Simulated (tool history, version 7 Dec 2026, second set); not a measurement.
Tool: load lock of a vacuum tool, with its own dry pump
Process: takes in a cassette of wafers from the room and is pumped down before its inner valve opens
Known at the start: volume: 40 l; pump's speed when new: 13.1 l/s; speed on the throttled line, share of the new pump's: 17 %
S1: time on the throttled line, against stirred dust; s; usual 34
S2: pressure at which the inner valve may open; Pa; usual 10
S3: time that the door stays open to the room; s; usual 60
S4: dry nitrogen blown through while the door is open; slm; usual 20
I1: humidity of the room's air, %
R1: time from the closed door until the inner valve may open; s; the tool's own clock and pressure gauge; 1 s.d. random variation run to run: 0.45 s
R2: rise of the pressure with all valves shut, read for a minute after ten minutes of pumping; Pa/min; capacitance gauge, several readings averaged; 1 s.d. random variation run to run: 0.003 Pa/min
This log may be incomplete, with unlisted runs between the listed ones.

| run | hour | S1 | S2 | S3 | S4 | I1 | R1 | R2 |
|---|---|---|---|---|---|---|---|---|
| 1 | 0 | 34 | 10 | 60 | 20 | 47.2 | 57.7 | 0.155 |
| 2 | 146.7 | 34 | 10 | 60 | 11 | 43.5 | 57.7 | 0.164 |
| 3 | 293.6 | 34 | 10 | 50 | 20 | 43.9 | 58.4 | 0.151 |
| 4 | 431.2 | 34 | 10 | 50 | 20 | 48.8 | 56.9 | 0.163 |
| 5 | 567 | 34 | 10 | 60 | 20 | 47 | 57.4 | 0.174 |
| 6 | 764.8 | 34 | 15 | 60 | 20 | 45.5 | 55.8 | 0.178 |
| 7 | 955.7 | 34 | 15 | 60 | 20 | 42.6 | 55.8 | 0.177 |
| 8 | 1074 | 37 | 10 | 60 | 20 | 42.2 | 60.4 | 0.178 |
| 9 | 1321.6 | 37 | 10 | 60 | 20 | 44 | 59.9 | 0.18 |
| 10 | 1564.1 | 34 | 10 | 60 | 20 | 46 | 58.6 | 0.195 |
| 11 | 1785.8 | 34 | 10 | 60 | 20 | 45.7 | 56.8 | 0.202 |
| 12 | 2020.2 | 34 | 10 | 60 | 20 | 45.5 | 58.6 | 0.205 |
| 13 | 2199.4 | 34 | 10 | 60 | 20 | 43.7 | 57.8 | 0.211 |
| 14 | 2341.8 | 34 | 10 | 74 | 20 | 49.1 | 57.6 | 0.224 |
| 15 | 2587.2 | 22 | 10 | 74 | 20 | 43.5 | 48.8 | 0.223 |
| 16 | 2741.1 | 22 | 10 | 74 | 20 | 41.9 | 48.4 | 0.225 |
| 17 | 2968 | 22 | 10 | 217 | 20 | 45.7 | 48.2 | 0.29 |
| 18 | 3129.4 | 34 | 10 | 60 | 20 | 45.9 | 59.5 | 0.239 |
| 19 | 3299.3 | 34 | 10 | 60 | 44 | 46.6 | 57.9 | 0.232 |
| 20 | 3408.5 | 50 | 10 | 66 | 28 | 43.5 | 72 | 0.243 |
| 21 | 3518.3 | 26 | 7 | 49 | 21 | 46.4 | 54.3 | 0.236 |
| 22 | 3703.5 | 26 | 7 | 203 | 21 | 42.8 | 53.9 | 0.306 |
| 23 | 3892.1 | 22 | 20 | 32 | 10 | 46.5 | 47.2 | 0.238 |
| 24 | 4037.8 | 22 | 20 | 32 | 10 | 45.4 | 46.8 | 0.254 |
| 25 | 4167.3 | 22 | 7 | 32 | 11 | 44.1 | 50.1 | 0.254 |

Run 26, settings as shown, results not yet in. Your forecast:
| 26 | 4375.3 | 22 | 7 | 32 | 11 | 46.9 | ? | ? |

Logged for run 26: R1 50.9 s, R2 0.263 Pa/min.
With no hidden state in the tool, this same run would have given R1 47.8 s, R2 0.04 Pa/min.
